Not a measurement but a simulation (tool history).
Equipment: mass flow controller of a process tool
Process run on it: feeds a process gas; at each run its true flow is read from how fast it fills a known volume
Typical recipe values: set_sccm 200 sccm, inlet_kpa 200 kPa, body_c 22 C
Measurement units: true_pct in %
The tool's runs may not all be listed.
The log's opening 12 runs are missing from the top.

run	hour	set_sccm	inlet_kpa	body_c	hours of work since the controller was set to zero	hours of work since the controller was changed	true_pct
13	5315.4	200	200	22	2808	2808	99.45
14	5841.1	200	200	22	3063	3063	99.58
15	6357.8	200	200	22	3314	3314	99.37
16	6712.7	200	200	22	3486	3486	99.44
17	6944.2	200	200	22	3598	3598	99.48
18	7251.0	200	200	22	3747	3747	99.47
19	7466.9	200	200	32	3852	3852	99.17
20	7812.9	200	200	32	4020	4020	99.16
# hour 8306.9: controller's zero set anew
21	8337.5	93	200	28	15	4274	98.94
22	8719.7	324	192	28	200	4459	99.47
23	9057.3	69	200	35	364	4623	98.71
24	9543.0	265	154	35	600	4859	99.40
25	9952.5	265	154	36	798	5057	99.38
# hour 10064.0: controller exchanged for a calibrated one
26	10379.3	140	200	28	153	153	99.10
27	10721.4	63	165	22	319	319	99.23
28	10939.2	63	165	22	425	425	99.41
29	11304.7	53	200	24	602	602	98.95
30	11822.6	53	200	24	853	853	99.06
31	12219.1	82	162	29	1045	1045	99.11
32	12717.5	51	248	23	1287	1287	98.72
33	13027.2	51	248	23	1437	1437	98.77
34	13384.7	51	248	38	1611	1611	98.43
35	13779.2	374	273	31	1802	1802	99.42
36	14143.1	197	161	24	1978	1978	99.38

Alternative continuations, all from the tool just after run 36; predict every row:
A	14546.6	303	157	29	2174	2174	?
B	14546.6	230	156	24	2174	2174	?
C	14546.6	74	184	27	2174	2174	?
D	14546.6	200	200	25	2174	2174	?
E	14546.6	108	240	27	2174	2174	?

run	true_pct
A	99.69
B	99.61
C	99.05
D	99.38
E	98.88
Stripped of hidden state, with their random variation kept, the same runs would have yielded:
run	true_pct
A	99.68
B	99.60
C	99.03
D	99.37
E	98.87

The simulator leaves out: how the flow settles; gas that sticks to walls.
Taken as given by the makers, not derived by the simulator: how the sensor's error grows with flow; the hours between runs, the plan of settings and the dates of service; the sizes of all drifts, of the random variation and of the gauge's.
